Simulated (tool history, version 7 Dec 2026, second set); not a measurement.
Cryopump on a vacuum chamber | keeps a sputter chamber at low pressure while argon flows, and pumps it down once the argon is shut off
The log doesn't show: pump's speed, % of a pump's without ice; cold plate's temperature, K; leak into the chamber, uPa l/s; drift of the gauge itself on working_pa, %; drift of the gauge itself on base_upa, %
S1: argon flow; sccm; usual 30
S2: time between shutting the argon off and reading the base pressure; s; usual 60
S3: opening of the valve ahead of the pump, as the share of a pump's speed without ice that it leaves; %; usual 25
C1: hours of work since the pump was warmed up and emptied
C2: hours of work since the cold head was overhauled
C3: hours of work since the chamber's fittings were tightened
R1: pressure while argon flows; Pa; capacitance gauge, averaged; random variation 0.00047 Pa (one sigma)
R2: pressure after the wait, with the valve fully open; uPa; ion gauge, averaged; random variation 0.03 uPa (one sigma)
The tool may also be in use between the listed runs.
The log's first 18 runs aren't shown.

{"run": 19, "day": 40.404, "S1": 47, "S2": 60, "S3": 40, "C1": 241, "C2": 2505, "C3": 34, "R1": 0.1188, "R2": 1.56}
{"run": 20, "day": 43.458, "S1": 26, "S2": 60, "S3": 20, "C1": 287, "C2": 2552, "C3": 81, "R1": 0.1296, "R2": 1.52}
{"run": 21, "day": 45.958, "S1": 39, "S2": 60, "S3": 31, "C1": 326, "C2": 2590, "C3": 119, "R1": 0.1265, "R2": 1.6}
{"run": 22, "day": 47.267, "S1": 23, "S2": 22, "S3": 25, "C1": 346, "C2": 2610, "C3": 139, "R1": 0.0927, "R2": 3.79}
{"run": 23, "day": 49.158, "S1": 23, "S2": 22, "S3": 25, "C1": 374, "C2": 2639, "C3": 168, "R1": 0.0918, "R2": 3.86}
{"run": 24, "day": 52.225, "S1": 30, "S2": 28, "S3": 25, "C1": 421, "C2": 2686, "C3": 215, "R1": 0.1215, "R2": 3.1}
{"run": 25, "day": 55.267, "S1": 14, "S2": 115, "S3": 23, "C1": 468, "C2": 2732, "C3": 261, "R1": 0.0612, "R2": 1.01}
{"run": 26, "day": 56.833, "S1": 14, "S2": 115, "S3": 28, "C1": 492, "C2": 2756, "C3": 285, "R1": 0.0512, "R2": 1.04}
{"run": 27, "day": 58.671, "S1": 30, "S2": 34, "S3": 38, "C1": 520, "C2": 2784, "C3": 313, "R1": 0.0817, "R2": 2.78}
{"run": 28, "day": 60.017, "S1": 30, "S2": 34, "S3": 38, "C1": 540, "C2": 2805, "C3": 334, "R1": 0.082, "R2": 2.66}
{"run": 29, "day": 61.883, "S1": 18, "S2": 25, "S3": 17, "C1": 569, "C2": 2833, "C3": 362, "R1": 0.1069, "R2": 3.65}
{"run": 30, "day": 64.512, "S1": 18, "S2": 25, "S3": 17, "C1": 609, "C2": 2873, "C3": 402, "R1": 0.1068, "R2": 3.46}
{"run": 31, "day": 67.121, "S1": 16, "S2": 60, "S3": 25, "C1": 649, "C2": 2913, "C3": 442, "R1": 0.0652, "R2": 1.84}
{"run": 32, "day": 69.288, "S1": 14, "S2": 60, "S3": 17, "C1": 682, "C2": 2946, "C3": 475, "R1": 0.0833, "R2": 1.8}
{"run": 33, "day": 70.579, "S1": 20, "S2": 60, "S3": 17, "C1": 702, "C2": 2966, "C3": 495, "R1": 0.1199, "R2": 1.83}

Forecast each of these 4 alternatives for the next run:
{"day": 72.762, "done": "pump warmed up, emptied and cooled again"}
{"run": "A", "day": 73.029, "S1": 18, "S2": 48, "S3": 17, "C1": 4, "C2": 3000, "C3": 529, "R1": "?", "R2": "?"}
{"day": 72.762, "done": "pump warmed up, emptied and cooled again"}
{"run": "B", "day": 73.029, "S1": 30, "S2": 60, "S3": 31, "C1": 4, "C2": 3000, "C3": 529, "R1": "?", "R2": "?"}
{"day": 72.762, "done": "pump warmed up, emptied and cooled again"}
{"run": "C", "day": 73.029, "S1": 15, "S2": 60, "S3": 26, "C1": 4, "C2": 3000, "C3": 529, "R1": "?", "R2": "?"}
{"day": 72.762, "done": "pump warmed up, emptied and cooled again"}
{"run": "D", "day": 73.029, "S1": 45, "S2": 147, "S3": 27, "C1": 4, "C2": 3000, "C3": 529, "R1": "?", "R2": "?"}

run=A R1=0.1040 R2=2.13
run=B R1=0.0956 R2=1.69
run=C R1=0.0564 R2=1.73
run=D R1=0.1652 R2=0.96
Without the tool's hidden state the same runs would have given:
run=A R1=0.1035 R2=1.88
run=B R1=0.0948 R2=1.44
run=C R1=0.0561 R2=1.48
run=D R1=0.1640 R2=0.71
